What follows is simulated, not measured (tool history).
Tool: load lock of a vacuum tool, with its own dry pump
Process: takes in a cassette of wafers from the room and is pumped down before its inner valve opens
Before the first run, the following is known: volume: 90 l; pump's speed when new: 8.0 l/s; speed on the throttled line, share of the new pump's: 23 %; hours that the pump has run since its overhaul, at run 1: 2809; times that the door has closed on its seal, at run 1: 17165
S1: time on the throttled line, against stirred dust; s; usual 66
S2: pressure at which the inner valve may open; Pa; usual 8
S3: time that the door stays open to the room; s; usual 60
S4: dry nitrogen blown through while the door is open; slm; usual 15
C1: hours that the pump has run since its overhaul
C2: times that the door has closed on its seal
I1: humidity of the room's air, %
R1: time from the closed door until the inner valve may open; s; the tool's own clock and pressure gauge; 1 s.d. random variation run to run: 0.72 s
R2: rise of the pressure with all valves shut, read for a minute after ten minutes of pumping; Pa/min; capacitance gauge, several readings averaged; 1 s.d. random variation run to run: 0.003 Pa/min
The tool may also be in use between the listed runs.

| run | hour | S1 | S2 | S3 | S4 | C1 | C2 | I1 | R1 | R2 |
|---|---|---|---|---|---|---|---|---|---|---|
| 1 | 0 | 66 | 8 | 60 | 15 | 2809 | 17165 | 45.1 | 157.1 | 0.135 |
| 2 | 217.9 | 66 | 8 | 60 | 15 | 3027 | 17834 | 46.3 | 158.3 | 0.143 |
| 3 | 406.6 | 66 | 8 | 60 | 15 | 3216 | 18414 | 45.9 | 158.3 | 0.15 |
| 4 | 604.9 | 66 | 8 | 60 | 15 | 3414 | 19023 | 46.8 | 157.2 | 0.159 |
| 5 | 790.2 | 66 | 8 | 60 | 17 | 3600 | 19592 | 45.8 | 157.8 | 0.154 |
| 6 | 991 | 66 | 8 | 60 | 17 | 3800 | 20209 | 44.4 | 159 | 0.164 |
| 7 | 1199.6 | 66 | 8 | 60 | 17 | 4009 | 20849 | 47.8 | 159.9 | 0.173 |
| 8 | 1359 | 66 | 8 | 60 | 15 | 4168 | 21339 | 45.6 | 157.4 | 0.177 |
| 9 | 1610.2 | 66 | 8 | 60 | 15 | 4420 | 22111 | 43.2 | 158.6 | 0.175 |
| 10 | 1844.2 | 66 | 8 | 60 | 29 | 4654 | 22829 | 46.8 | 160.2 | 0.179 |
| 11 | 2006.8 | 66 | 8 | 60 | 29 | 4816 | 23329 | 45.5 | 158.8 | 0.182 |
| 12 | 2197.2 | 45 | 8 | 60 | 29 | 5007 | 23914 | 46.4 | 142.6 | 0.194 |
| 13 | 2378.2 | 45 | 8 | 60 | 29 | 5188 | 24470 | 48.3 | 141.9 | 0.192 |
| 14 | 2581.9 | 45 | 8 | 60 | 29 | 5391 | 25095 | 45.1 | 144.3 | 0.198 |
| 15 | 2742.9 | 66 | 8 | 60 | 15 | 5552 | 25590 | 45.8 | 159.8 | 0.22 |
| 16 | 2859.8 | 66 | 8 | 60 | 15 | 5669 | 25949 | 46 | 159.2 | 0.221 |
| 17 | 3051.8 | 66 | 8 | 60 | 15 | 5861 | 26538 | 44.7 | 159.6 | 0.227 |
| 18 | 3179.5 | 66 | 8 | 115 | 15 | 5989 | 26931 | 43.2 | 160.1 | 0.258 |
| 19 | 3421.9 | 39 | 8 | 88 | 11 | 6231 | 27675 | 44.2 | 139.9 | 0.259 |
| 20 | 3658.6 | 39 | 8 | 88 | 11 | 6468 | 28402 | 45.2 | 140.4 | 0.27 |
| 21 | 3813 | 66 | 8 | 27 | 15 | 6622 | 28877 | 42.8 | 160.2 | 0.239 |
| 22 | 4055.8 | 66 | 8 | 27 | 15 | 6865 | 29622 | 44.1 | 159.4 | 0.248 |
| 23 | 4206.3 | 66 | 8 | 70 | 36 | 7016 | 30085 | 49.1 | 159.3 | 0.265 |
| 24 | 4379.6 | 66 | 8 | 37 | 7 | 7189 | 30617 | 43.2 | 161.1 | 0.282 |
| 25 | 4528.3 | 66 | 8 | 37 | 7 | 7338 | 31074 | 45.3 | 161.1 | 0.282 |
| 26 | 4737.8 | 66 | 10 | 105 | 15 | 7547 | 31717 | 44.7 | 157.1 | 0.311 |
| 27 | 4896.8 | 66 | 10 | 105 | 15 | 7706 | 32205 | 46.8 | 157.2 | 0.324 |
| 28 | 5074.4 | 75 | 13 | 163 | 28 | 7884 | 32751 | 46.6 | 161.1 | 0.331 |
| 29 | 5299.7 | 75 | 12 | 163 | 28 | 8109 | 33443 | 45 | 162.7 | 0.341 |
| 30 | 5450.3 | 51 | 8 | 60 | 34 | 8260 | 33906 | 46.9 | 149.8 | 0.314 |

Each row is a separate what-if for the run after 30, all from the same tool condition, not one after another. Results?
| A | 5701.1 | 51 | 8 | 78 | 18 | 8511 | 34676 | 46.7 | ? | ? |
| B | 5701.1 | 51 | 8 | 106 | 15 | 8511 | 34676 | 42.9 | ? | ? |
| C | 5701.1 | 78 | 8 | 57 | 34 | 8511 | 34676 | 42.8 | ? | ? |

| run | R1 | R2 |
|---|---|---|
| A | 149.4 | 0.343 |
| B | 149.5 | 0.356 |
| C | 170.2 | 0.326 |
Take away the tool's hidden state, keep each run's random variation, and the runs would have read:
| run | R1 | R2 |
|---|---|---|
| A | 146.1 | 0.046 |
| B | 146 | 0.056 |
| C | 166.9 | 0.026 |
